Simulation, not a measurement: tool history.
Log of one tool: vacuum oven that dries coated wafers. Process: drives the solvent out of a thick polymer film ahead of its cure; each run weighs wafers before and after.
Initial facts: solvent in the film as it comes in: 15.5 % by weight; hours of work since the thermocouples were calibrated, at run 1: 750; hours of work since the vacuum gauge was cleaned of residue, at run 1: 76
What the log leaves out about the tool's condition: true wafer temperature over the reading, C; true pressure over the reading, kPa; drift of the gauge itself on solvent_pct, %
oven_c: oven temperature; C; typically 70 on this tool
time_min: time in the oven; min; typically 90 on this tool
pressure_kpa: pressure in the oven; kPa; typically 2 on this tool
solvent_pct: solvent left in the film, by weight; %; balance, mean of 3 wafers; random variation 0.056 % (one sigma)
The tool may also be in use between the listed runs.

run	hour	oven_c	time_min	pressure_kpa	hours of work since the thermocouples were calibrated	hours of work since the vacuum gauge was cleaned of residue	solvent_pct
1	0	70	90	2	750	76	2.51
2	101.9	70	90	2	797	122	2.49
3	164.5	70	90	2	825	151	2.43
4	256.9	70	90	2	867	193	2.53
5	322.1	70	90	1.69	897	223	2.27
6	415	70	90	1.69	940	266	2.28
7	479.5	59	90	2	969	295	6.67
8	585.3	59	90	2	1018	343	6.59
9	658.4	59	90	2	1051	377	6.67
10	739.3	62	90	2	1088	414	5.39
11	798.4	73	90	2	1115	441	1.69
12	881.6	70	90	2	1153	479	2.45
13	935.8	70	90	2	1178	504	2.45
14	994.6	70	90	2	1205	531	2.44
15	1100.8	84	135	1.52	1254	579	0.32
16	1177.5	84	69	2.5	1289	615	0.68
17	1232.9	76	80	3.38	1314	640	1.69
# hour 1299.6: oven's thermocouples calibrated
18	1321.4	84	105	3.38	10	679	0.83

Run 19 is up next; what results do you expect?
19	1386.3	64	67	1.66	40	709	?

{"run 19": {"solvent_pct": 5.77}}
With no hidden state in the tool, this same run would have given solvent_pct 5.77 %.

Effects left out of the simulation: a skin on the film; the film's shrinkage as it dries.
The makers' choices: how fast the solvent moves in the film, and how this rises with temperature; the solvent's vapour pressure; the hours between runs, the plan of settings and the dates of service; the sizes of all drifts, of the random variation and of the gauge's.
